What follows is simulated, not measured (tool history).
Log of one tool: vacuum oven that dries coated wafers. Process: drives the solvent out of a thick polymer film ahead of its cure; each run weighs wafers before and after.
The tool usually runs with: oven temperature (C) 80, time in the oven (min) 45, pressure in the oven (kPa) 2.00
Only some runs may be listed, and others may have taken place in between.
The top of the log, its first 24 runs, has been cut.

run,hour,oven temperature (C),time in the oven (min),pressure in the oven (kPa),hours of work since the thermocouples were calibrated,hours of work since the vacuum gauge was cleaned of residue,solvent left in the film (%)
25,824.6,84,23,7.93,286,431,4.81
26,847.1,77,60,2.00,301,446,1.90
27,879.7,79,76,4.93,323,468,2.10
28,914.8,79,76,4.93,347,492,2.11
29,949.4,80,70,3.20,370,515,1.60
30,990.0,80,70,3.20,398,543,1.54
31,1017.3,80,44,4.22,416,561,2.91
32,1053.1,80,44,4.22,440,585,2.91
33,1075.3,80,44,4.22,455,600,2.90
34,1107.5,89,44,1.68,477,622,1.19
35,1146.4,81,24,1.68,503,648,4.15
36,1194.6,81,24,1.68,536,681,4.07
37,1222.4,65,45,1.05,554,700,4.61
38,1248.5,65,45,1.05,572,717,4.46
39,1283.0,65,52,6.45,595,740,6.17
40,1319.4,65,52,6.45,620,765,6.14
41,1348.7,93,33,1.96,640,785,1.46
42,1376.1,71,45,3.22,658,803,4.26
43,1421.1,71,45,3.22,689,834,4.29
44,1447.0,77,45,2.00,706,851,2.79
45,1485.1,91,37,4.36,732,877,1.87
46,1522.6,73,71,7.84,757,902,4.23
47,1554.9,73,71,7.84,779,924,4.25

Each row is a separate what-if for the run after 47, all from the same tool condition, not one after another. Results?
A,1597.0,85,45,2.64,808,953,?
B,1597.0,80,28,3.54,808,953,?
C,1597.0,78,52,4.17,808,953,?

run,solvent left in the film (%)
A,1.80
B,4.14
C,2.88
What these runs would have given with no unlogged condition in the tool:
run,solvent left in the film (%)
A,1.62
B,3.92
C,2.64
